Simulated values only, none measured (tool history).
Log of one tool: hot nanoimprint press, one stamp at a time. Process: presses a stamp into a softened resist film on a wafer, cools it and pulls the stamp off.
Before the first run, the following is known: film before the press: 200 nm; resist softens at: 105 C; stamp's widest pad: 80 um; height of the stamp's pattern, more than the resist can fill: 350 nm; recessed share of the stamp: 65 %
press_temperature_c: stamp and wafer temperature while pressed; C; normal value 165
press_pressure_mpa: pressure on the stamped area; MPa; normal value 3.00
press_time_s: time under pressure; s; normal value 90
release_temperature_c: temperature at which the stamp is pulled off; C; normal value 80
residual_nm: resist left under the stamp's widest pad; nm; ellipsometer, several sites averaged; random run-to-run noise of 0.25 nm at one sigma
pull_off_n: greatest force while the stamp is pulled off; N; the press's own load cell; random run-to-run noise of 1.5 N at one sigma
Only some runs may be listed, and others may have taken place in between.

| run | hour | press_temperature_c | press_pressure_mpa | press_time_s | release_temperature_c | residual_nm | pull_off_n |
|---|---|---|---|---|---|---|---|
| 1 | 0.0 | 165 | 3.00 | 90 | 80 | 96.3 | 124 |
|  | 12.8 | stamp cleaned and given a new release coat |
| 2 | 18.1 | 160 | 3.00 | 90 | 80 | 124.1 | 103 |
| 3 | 28.6 | 165 | 3.00 | 90 | 80 | 96.1 | 103 |
| 4 | 40.3 | 165 | 3.00 | 90 | 80 | 96.3 | 106 |
|  | 43.9 | plate thermocouple calibrated |
| 5 | 52.7 | 165 | 3.00 | 90 | 80 | 95.5 | 102 |
|  | 65.8 | plate thermocouple calibrated, once more |
| 6 | 66.7 | 165 | 3.00 | 90 | 80 | 100.1 | 108 |
| 7 | 72.5 | 167 | 3.00 | 90 | 81 | 90.2 | 108 |
| 8 | 78.0 | 165 | 3.00 | 90 | 79 | 100.2 | 109 |
| 9 | 89.6 | 171 | 3.06 | 90 | 79 | 71.7 | 110 |
| 10 | 102.3 | 172 | 1.84 | 53 | 80 | 103.7 | 106 |
| 11 | 113.4 | 165 | 3.00 | 139 | 80 | 84.9 | 109 |

Predict each of these 3 candidate next runs independently; none follows another, all start after run 11:
| A | 125.3 | 155 | 3.00 | 72 | 85 | ? | ? |
| B | 125.3 | 165 | 3.00 | 139 | 76 | ? | ? |
| C | 125.3 | 165 | 2.90 | 150 | 80 | ? | ? |

| run | residual_nm | pull_off_n |
|---|---|---|
| A | 162.5 | 100 |
| B | 85.1 | 116 |
| C | 83.7 | 111 |
With no hidden state in the tool, these same runs would have given:
| run | residual_nm | pull_off_n |
|---|---|---|
| A | 162.3 | 94 |
| B | 84.8 | 109 |
| C | 83.4 | 104 |
